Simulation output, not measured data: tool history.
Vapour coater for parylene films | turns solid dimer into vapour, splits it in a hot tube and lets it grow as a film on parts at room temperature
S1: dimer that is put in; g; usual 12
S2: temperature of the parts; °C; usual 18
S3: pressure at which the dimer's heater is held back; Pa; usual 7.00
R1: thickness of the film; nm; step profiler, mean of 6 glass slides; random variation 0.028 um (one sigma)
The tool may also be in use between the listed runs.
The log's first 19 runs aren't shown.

| run | hour | S1 | S2 | S3 | R1 |
|---|---|---|---|---|---|
| 20 | 1022.4 | 7 | 18 | 7.00 | 1720 |
| 21 | 1075.0 | 7 | 18 | 7.00 | 1740 |
|  | 1100.3 | trap's valve overhauled |
| 22 | 1143.3 | 18 | 13 | 7.00 | 5040 |
| 23 | 1182.7 | 7 | 18 | 7.00 | 1750 |
| 24 | 1235.7 | 7 | 18 | 7.00 | 1750 |
| 25 | 1264.3 | 10 | 25 | 7.00 | 2140 |
| 26 | 1321.8 | 6 | 18 | 2.42 | 1700 |
| 27 | 1369.8 | 6 | 18 | 2.42 | 1700 |
| 28 | 1424.6 | 6 | 18 | 2.42 | 1740 |
| 29 | 1474.3 | 12 | 11 | 3.58 | 3830 |
| 30 | 1515.3 | 12 | 11 | 3.58 | 3880 |
| 31 | 1570.6 | 7 | 12 | 3.97 | 2170 |
| 32 | 1630.3 | 7 | 12 | 3.97 | 2150 |

Forecast each of these 4 alternatives for the next run:
| A | 1668.3 | 16 | 20 | 4.54 | ? |
| B | 1668.3 | 17 | 29 | 7.00 | ? |
| C | 1668.3 | 12 | 18 | 2.55 | ? |
| D | 1668.3 | 12 | 25 | 7.00 | ? |

| run | R1 |
|---|---|
| A | 4060 |
| B | 3230 |
| C | 3400 |
| D | 2550 |
Without the tool's hidden state the same runs would have given:
| run | R1 |
|---|---|
| A | 4070 |
| B | 3240 |
| C | 3410 |
| D | 2560 |
